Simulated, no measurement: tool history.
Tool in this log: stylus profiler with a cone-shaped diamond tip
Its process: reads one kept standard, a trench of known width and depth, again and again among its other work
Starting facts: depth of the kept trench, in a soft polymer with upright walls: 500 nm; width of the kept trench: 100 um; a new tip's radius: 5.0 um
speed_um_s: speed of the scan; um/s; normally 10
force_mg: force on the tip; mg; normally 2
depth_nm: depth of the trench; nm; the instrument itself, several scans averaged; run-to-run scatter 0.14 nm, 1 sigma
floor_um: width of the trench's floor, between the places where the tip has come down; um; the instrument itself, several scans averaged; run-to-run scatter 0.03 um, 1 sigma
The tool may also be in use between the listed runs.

run 1 hour=0 | speed_um_s=10 force_mg=2 | depth_nm=504.42 floor_um=95.69
run 2 hour=7 | speed_um_s=10 force_mg=2 | depth_nm=504.41 floor_um=95.64
run 3 hour=20.2 | speed_um_s=10 force_mg=2 | depth_nm=504.18 floor_um=95.61
run 4 hour=37 | speed_um_s=10 force_mg=1.85 | depth_nm=504.01 floor_um=95.65
run 5 hour=47.4 | speed_um_s=10 force_mg=1.85 | depth_nm=504.19 floor_um=95.64
run 6 hour=64.3 | speed_um_s=10 force_mg=1.85 | depth_nm=504.21 floor_um=95.53
run 7 hour=80.4 | speed_um_s=10 force_mg=1.18 | depth_nm=502.92 floor_um=95.57
run 8 hour=88.9 | speed_um_s=10 force_mg=1.18 | depth_nm=502.57 floor_um=95.57
run 9 hour=103.2 | speed_um_s=10 force_mg=1.18 | depth_nm=502.89 floor_um=95.54
run 10 hour=116.2 | speed_um_s=10 force_mg=2.52 | depth_nm=505.15 floor_um=95.55
run 11 hour=132.6 | speed_um_s=22 force_mg=2 | depth_nm=504.14 floor_um=95.47
run 12 hour=147.4 | speed_um_s=22 force_mg=2 | depth_nm=504.42 floor_um=95.45
run 13 hour=156.7 | speed_um_s=28 force_mg=2 | depth_nm=504.22 floor_um=95.46
run 14 hour=165.2 | speed_um_s=10 force_mg=2 | depth_nm=504.27 floor_um=95.51
run 15 hour=177.8 | speed_um_s=10 force_mg=2 | depth_nm=504.05 floor_um=95.51
run 16 hour=186.6 | speed_um_s=10 force_mg=2 | depth_nm=504.02 floor_um=95.52
run 17 hour=197 | speed_um_s=6 force_mg=1.34 | depth_nm=502.93 floor_um=95.51
run 18 hour=207.7 | speed_um_s=9 force_mg=2 | depth_nm=504.06 floor_um=95.47
run 19 hour=223.7 | speed_um_s=15 force_mg=0.82 | depth_nm=502.08 floor_um=95.41
run 20 hour=237.5 | speed_um_s=36 force_mg=1.97 | depth_nm=503.97 floor_um=95.37
run 21 hour=252.6 | speed_um_s=10 force_mg=1.74 | depth_nm=503.76 floor_um=95.44
run 22 hour=262.3 | speed_um_s=4 force_mg=4.99 | depth_nm=507.75 floor_um=95.48
run 23 hour=279.1 | speed_um_s=17 force_mg=0.79 | depth_nm=501.84 floor_um=95.31
run 24 hour=286.3 | speed_um_s=17 force_mg=0.79 | depth_nm=501.8 floor_um=95.3
run 25 hour=302.3 | speed_um_s=17 force_mg=3.32 | depth_nm=505.53 floor_um=95.38
run 26 hour=314.1 | speed_um_s=28 force_mg=3 | depth_nm=505.35 floor_um=95.31
run 27 hour=324.4 | speed_um_s=5 force_mg=5.07 | depth_nm=507.81 floor_um=95.42
run 28 hour=341.2 | speed_um_s=14 force_mg=4.04 | depth_nm=506.67 floor_um=95.4
run 29 hour=354.8 | speed_um_s=2 force_mg=1.69 | depth_nm=503.06 floor_um=95.45

Forecast each of these 5 alternatives for the next run:
run A hour=368.5 | speed_um_s=10 force_mg=2.91 | depth_nm=? floor_um=?
run B hour=368.5 | speed_um_s=5 force_mg=2.02 | depth_nm=? floor_um=?
run C hour=368.5 | speed_um_s=34 force_mg=1.4 | depth_nm=? floor_um=?
run D hour=368.5 | speed_um_s=35 force_mg=2.91 | depth_nm=? floor_um=?
run E hour=368.5 | speed_um_s=5 force_mg=1.72 | depth_nm=? floor_um=?

run=A depth_nm=504.92 floor_um=95.37
run=B depth_nm=503.81 floor_um=95.38
run=C depth_nm=502.88 floor_um=95.15
run=D depth_nm=505.03 floor_um=95.28
run=E depth_nm=503.5 floor_um=95.4
What these runs would have given with no unlogged condition in the tool:
run=A depth_nm=505.58 floor_um=95.59
run=B depth_nm=504.47 floor_um=95.6
run=C depth_nm=503.54 floor_um=95.37
run=D depth_nm=505.69 floor_um=95.5
run=E depth_nm=504.16 floor_um=95.62

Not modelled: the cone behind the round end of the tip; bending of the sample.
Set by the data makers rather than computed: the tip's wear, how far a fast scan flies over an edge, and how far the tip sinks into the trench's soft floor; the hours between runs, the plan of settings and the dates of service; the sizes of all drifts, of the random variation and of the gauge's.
